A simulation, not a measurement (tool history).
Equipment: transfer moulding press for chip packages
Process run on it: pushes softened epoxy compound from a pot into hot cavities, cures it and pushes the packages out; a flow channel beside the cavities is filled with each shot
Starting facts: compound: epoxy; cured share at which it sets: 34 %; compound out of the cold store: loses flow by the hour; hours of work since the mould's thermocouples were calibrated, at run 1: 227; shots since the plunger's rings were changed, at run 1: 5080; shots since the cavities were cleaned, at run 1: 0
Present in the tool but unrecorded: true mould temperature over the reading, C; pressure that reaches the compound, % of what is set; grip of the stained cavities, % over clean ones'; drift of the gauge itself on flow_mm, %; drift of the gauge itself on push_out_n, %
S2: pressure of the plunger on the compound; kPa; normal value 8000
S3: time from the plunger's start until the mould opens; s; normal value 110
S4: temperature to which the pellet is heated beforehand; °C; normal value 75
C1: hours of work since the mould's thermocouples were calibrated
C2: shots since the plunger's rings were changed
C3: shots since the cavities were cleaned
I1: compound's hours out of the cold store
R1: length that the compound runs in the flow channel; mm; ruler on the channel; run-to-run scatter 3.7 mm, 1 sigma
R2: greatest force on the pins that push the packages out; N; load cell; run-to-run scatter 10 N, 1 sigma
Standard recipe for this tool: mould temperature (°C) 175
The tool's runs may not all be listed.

{"run": 1, "hour": 0.0, "mould temperature (°C)": 175, "S2": 8000, "S3": 110, "S4": 75, "C1": 227, "C2": 5080, "C3": 0, "I1": 39.4, "R1": 835, "R2": 471}
{"run": 2, "hour": 38.0, "mould temperature (°C)": 175, "S2": 8000, "S3": 110, "S4": 75, "C1": 245, "C2": 5370, "C3": 290, "I1": 18.5, "R1": 874, "R2": 755}
{"run": 3, "hour": 82.7, "mould temperature (°C)": 175, "S2": 8000, "S3": 132, "S4": 75, "C1": 267, "C2": 5710, "C3": 630, "I1": 41.7, "R1": 822, "R2": 651}
{"hour": 91.2, "done": "cavities cleaned with cleaning compound and waxed"}
{"run": 4, "hour": 108.9, "mould temperature (°C)": 175, "S2": 8000, "S3": 132, "S4": 84, "C1": 279, "C2": 5899, "C3": 135, "I1": 8.7, "R1": 888, "R2": 473}
{"run": 5, "hour": 143.2, "mould temperature (°C)": 180, "S2": 8000, "S3": 110, "S4": 75, "C1": 296, "C2": 6160, "C3": 396, "I1": 42.9, "R1": 808, "R2": 597}
{"hour": 161.3, "done": "plunger's sealing rings changed"}
{"run": 6, "hour": 179.6, "mould temperature (°C)": 180, "S2": 8000, "S3": 110, "S4": 75, "C1": 312, "C2": 140, "C3": 654, "I1": 15.9, "R1": 927, "R2": 723}
{"hour": 185.8, "done": "cavities cleaned with cleaning compound and waxed"}
{"run": 7, "hour": 228.9, "mould temperature (°C)": 180, "S2": 8000, "S3": 110, "S4": 75, "C1": 335, "C2": 504, "C3": 328, "I1": 13.6, "R1": 919, "R2": 585}
{"run": 8, "hour": 255.9, "mould temperature (°C)": 175, "S2": 8030, "S3": 110, "S4": 75, "C1": 348, "C2": 710, "C3": 534, "I1": 9.4, "R1": 946, "R2": 883}
{"hour": 276.1, "done": "cavities cleaned with cleaning compound and waxed"}
{"run": 9, "hour": 283.0, "mould temperature (°C)": 175, "S2": 8030, "S3": 110, "S4": 75, "C1": 360, "C2": 905, "C3": 52, "I1": 46.8, "R1": 879, "R2": 527}
{"run": 10, "hour": 312.4, "mould temperature (°C)": 175, "S2": 8030, "S3": 110, "S4": 75, "C1": 375, "C2": 1129, "C3": 276, "I1": 46.7, "R1": 869, "R2": 718}
{"run": 11, "hour": 343.3, "mould temperature (°C)": 175, "S2": 8000, "S3": 110, "S4": 75, "C1": 389, "C2": 1364, "C3": 511, "I1": 25.5, "R1": 910, "R2": 836}
{"hour": 366.6, "done": "cavities cleaned with cleaning compound and waxed"}
{"run": 12, "hour": 379.7, "mould temperature (°C)": 175, "S2": 8000, "S3": 110, "S4": 75, "C1": 406, "C2": 1631, "C3": 100, "I1": 26.8, "R1": 899, "R2": 584}
{"run": 13, "hour": 429.4, "mould temperature (°C)": 172, "S2": 8000, "S3": 110, "S4": 82, "C1": 430, "C2": 2009, "C3": 478, "I1": 16.5, "R1": 930, "R2": 1004}
{"hour": 458.4, "done": "cavities cleaned with cleaning compound and waxed"}
{"hour": 468.1, "done": "mould's thermocouples calibrated"}
{"run": 14, "hour": 489.9, "mould temperature (°C)": 172, "S2": 8000, "S3": 110, "S4": 82, "C1": 11, "C2": 2443, "C3": 225, "I1": 11.9, "R1": 929, "R2": 816}
{"run": 15, "hour": 533.5, "mould temperature (°C)": 175, "S2": 7780, "S3": 110, "S4": 75, "C1": 32, "C2": 2776, "C3": 558, "I1": 22.5, "R1": 878, "R2": 816}
{"hour": 550.1, "done": "cavities cleaned with cleaning compound and waxed"}
{"run": 16, "hour": 576.2, "mould temperature (°C)": 175, "S2": 7780, "S3": 110, "S4": 75, "C1": 51, "C2": 3090, "C3": 200, "I1": 40.5, "R1": 850, "R2": 645}
{"run": 17, "hour": 612.8, "mould temperature (°C)": 176, "S2": 7630, "S3": 102, "S4": 75, "C1": 69, "C2": 3369, "C3": 479, "I1": 42.8, "R1": 831, "R2": 870}
{"hour": 639.5, "done": "cavities cleaned with cleaning compound and waxed"}
{"run": 18, "hour": 639.5, "mould temperature (°C)": 175, "S2": 8000, "S3": 128, "S4": 75, "C1": 81, "C2": 3561, "C3": 0, "I1": 15.5, "R1": 898, "R2": 373}
{"run": 19, "hour": 668.9, "mould temperature (°C)": 175, "S2": 8000, "S3": 128, "S4": 75, "C1": 96, "C2": 3785, "C3": 224, "I1": 46.7, "R1": 838, "R2": 510}
{"run": 20, "hour": 699.9, "mould temperature (°C)": 175, "S2": 8000, "S3": 128, "S4": 75, "C1": 110, "C2": 4020, "C3": 459, "I1": 34.6, "R1": 858, "R2": 623}
{"hour": 730.7, "done": "cavities cleaned with cleaning compound and waxed"}
{"run": 21, "hour": 733.3, "mould temperature (°C)": 177, "S2": 6880, "S3": 91, "S4": 74, "C1": 126, "C2": 4264, "C3": 20, "I1": 35.3, "R1": 787, "R2": 699}
{"run": 22, "hour": 783.7, "mould temperature (°C)": 172, "S2": 6650, "S3": 91, "S4": 68, "C1": 150, "C2": 4648, "C3": 404, "I1": 33.5, "R1": 783, "R2": 1495}
{"run": 23, "hour": 808.7, "mould temperature (°C)": 172, "S2": 6650, "S3": 91, "S4": 68, "C1": 162, "C2": 4838, "C3": 594, "I1": 13.6, "R1": 826, "R2": 1713}
{"hour": 823.3, "done": "cavities cleaned with cleaning compound and waxed"}
{"run": 24, "hour": 842.9, "mould temperature (°C)": 172, "S2": 6650, "S3": 91, "S4": 68, "C1": 178, "C2": 5087, "C3": 149, "I1": 30.3, "R1": 787, "R2": 1155}

Alternative continuations, all from the tool just after run 24; predict every row:
{"run": "A", "hour": 875.9, "mould temperature (°C)": 174, "S2": 8000, "S3": 100, "S4": 75, "C1": 194, "C2": 5339, "C3": 401, "I1": 19.0, "R1": "?", "R2": "?"}
{"run": "B", "hour": 875.9, "mould temperature (°C)": 172, "S2": 7840, "S3": 132, "S4": 68, "C1": 194, "C2": 5339, "C3": 401, "I1": 40.7, "R1": "?", "R2": "?"}
{"run": "C", "hour": 875.9, "mould temperature (°C)": 175, "S2": 9160, "S3": 110, "S4": 69, "C1": 194, "C2": 5339, "C3": 401, "I1": 41.4, "R1": "?", "R2": "?"}
{"run": "D", "hour": 875.9, "mould temperature (°C)": 177, "S2": 6650, "S3": 91, "S4": 68, "C1": 194, "C2": 5339, "C3": 401, "I1": 28.3, "R1": "?", "R2": "?"}

run=A R1=878 R2=1046
run=B R1=840 R2=654
run=C R1=893 R2=738
run=D R1=776 R2=1127
Stripped of hidden state, with their random variation kept, the same runs would have yielded:
run=A R1=934 R2=636
run=B R1=895 R2=399
run=C R1=950 R2=446
run=D R1=826 R2=684
